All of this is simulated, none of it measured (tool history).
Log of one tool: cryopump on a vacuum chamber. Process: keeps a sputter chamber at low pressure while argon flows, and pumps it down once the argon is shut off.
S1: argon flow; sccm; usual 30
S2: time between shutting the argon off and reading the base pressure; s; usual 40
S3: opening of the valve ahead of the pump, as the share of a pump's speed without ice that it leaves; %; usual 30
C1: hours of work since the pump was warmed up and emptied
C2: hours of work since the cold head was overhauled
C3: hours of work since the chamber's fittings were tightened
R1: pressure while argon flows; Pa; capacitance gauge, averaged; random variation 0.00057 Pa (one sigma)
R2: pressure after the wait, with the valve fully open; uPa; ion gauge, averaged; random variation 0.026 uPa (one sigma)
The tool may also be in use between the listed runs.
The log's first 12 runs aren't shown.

run    hour  S1   S2  S3   C1    C2   C3      R1    R2
      561.7  -- leaking fittings of the chamber tightened, without venting
 13   563.9  30   40  30   91  1782    2  0.0706  1.18
 14   608.1  30   40  30  123  1814   34  0.0708  1.08
 15   641.8  30   40  30  148  1839   58  0.0719  1.13
 16   704.2  30   40  30  193  1884  104  0.0717  1.14
 17   750.3  58   40  30  227  1918  137   0.139   1.2
 18     779  30   40  28  247  1939  158  0.0774  1.19
 19   808.8  30   40  28  269  1960  180  0.0772  1.12
 20   854.9  30   40  28  303  1994  213  0.0777  1.22
 21   906.2  41   28  28  340  2031  251  0.1066  1.65
 22   964.9  18  184  28  383  2074  294  0.0478  0.45
     1006.5  -- pump warmed up, emptied and cooled again
 23  1029.7  39  287  28   17  2118  337  0.0975  0.41
 24  1055.7  25   72  41   36  2137  356   0.043  0.77
 25  1109.8  25   72  41   75  2176  395  0.0429  0.81
 26  1141.6  25   72  42   98  2199  419  0.0433  0.87
 27  1194.9  18   27  38  137  2238  457  0.0337  1.71
 28    1259  30   40  18  184  2284  504  0.1178   1.3
 29  1318.2  30   40  25  227  2328  547  0.0861   1.3
 30  1353.8  13   51  15  253  2353  573  0.0626  1.13
 31  1385.7  13   51  15  276  2377  596  0.0624  1.09

The next listed run, before its measurement:
 32  1429.3  43  92  32  308  2408  628   ?   ?

{"run 32": {"R1": 0.0977, "R2": 0.82}}
Without the tool's hidden state the same run would have given R1 0.0931 Pa, R2 0.55 uPa.
